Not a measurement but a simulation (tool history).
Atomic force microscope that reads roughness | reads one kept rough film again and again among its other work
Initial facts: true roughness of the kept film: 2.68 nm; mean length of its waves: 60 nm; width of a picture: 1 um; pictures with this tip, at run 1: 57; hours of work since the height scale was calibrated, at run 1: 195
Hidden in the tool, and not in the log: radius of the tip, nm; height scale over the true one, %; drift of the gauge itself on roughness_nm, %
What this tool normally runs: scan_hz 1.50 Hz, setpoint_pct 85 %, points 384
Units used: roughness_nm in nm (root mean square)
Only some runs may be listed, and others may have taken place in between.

run    hour  scan_hz  setpoint_pct  points  pictures with this tip  hours of work since the height scale was calibrated  roughness_nm
  1     0.0     1.50            85     384                      57                                                  195         2.354
  2    52.5     1.50            85     384                     132                                                  226         2.311
  3   103.7     1.50            85     773                     205                                                  257         2.289
  4   140.2     1.93            85     773                     258                                                  279         2.204
      156.5  -- new tip fitted
  5   177.7     1.93            85     773                      31                                                  302         2.293
  6   225.9     1.93            85     773                     100                                                  331         2.278
  7   266.6     1.93            85     773                     158                                                  355         2.240
  8   317.7     1.93            85     773                     232                                                  386         2.213
      352.6  -- new tip fitted
  9   383.7     1.50            85     384                      45                                                  426         2.351
 10   426.3     1.50            85     384                     106                                                  451         2.320
 11   454.8     1.50            85     384                     147                                                  469         2.314
 12   490.3     1.50            85     384                     198                                                  490         2.278
 13   525.4     1.50            85     384                     248                                                  511         2.283
      546.7  -- new tip fitted
 14   586.3     1.50            85     384                      57                                                  548         2.350
 15   636.0     0.58            60     295                     128                                                  578         2.514
 16   680.8     0.52            85     384                     193                                                  605         2.440
      684.7  -- height scale calibrated on a step standard
 17   726.6     1.17            63     274                     257                                                   25         2.447
      741.7  -- new tip fitted
 18   780.0     0.54            81     790                      55                                                   57         2.506
 19   829.6     0.54            81     640                     126                                                   87         2.481
 20   889.5     0.54            81     364                     212                                                  123         2.427
      935.3  -- new tip fitted
      949.5  -- height scale calibrated on a step standard, once more
 21   954.8     1.62            80     298                      27                                                    3         2.385
 22  1010.1     2.80            59     699                     106                                                   37         2.465
 23  1069.7     1.50            68     499                     192                                                   73         2.419

Consider 3 possible next runs. They are alternatives, not a sequence: every one starts from the tool as it was left by run 23. What does each give?
  A  1100.7     1.50            69     499                     236                                                   91             ?
  B  1100.7     3.92            84     499                     236                                                   91             ?
  C  1100.7     1.50            59     349                     236                                                   91             ?

run  roughness_nm
  A         2.417
  B         2.005
  C         2.458
What these runs would have given with no unlogged condition in the tool:
run  roughness_nm
  A         2.519
  B         2.090
  C         2.563
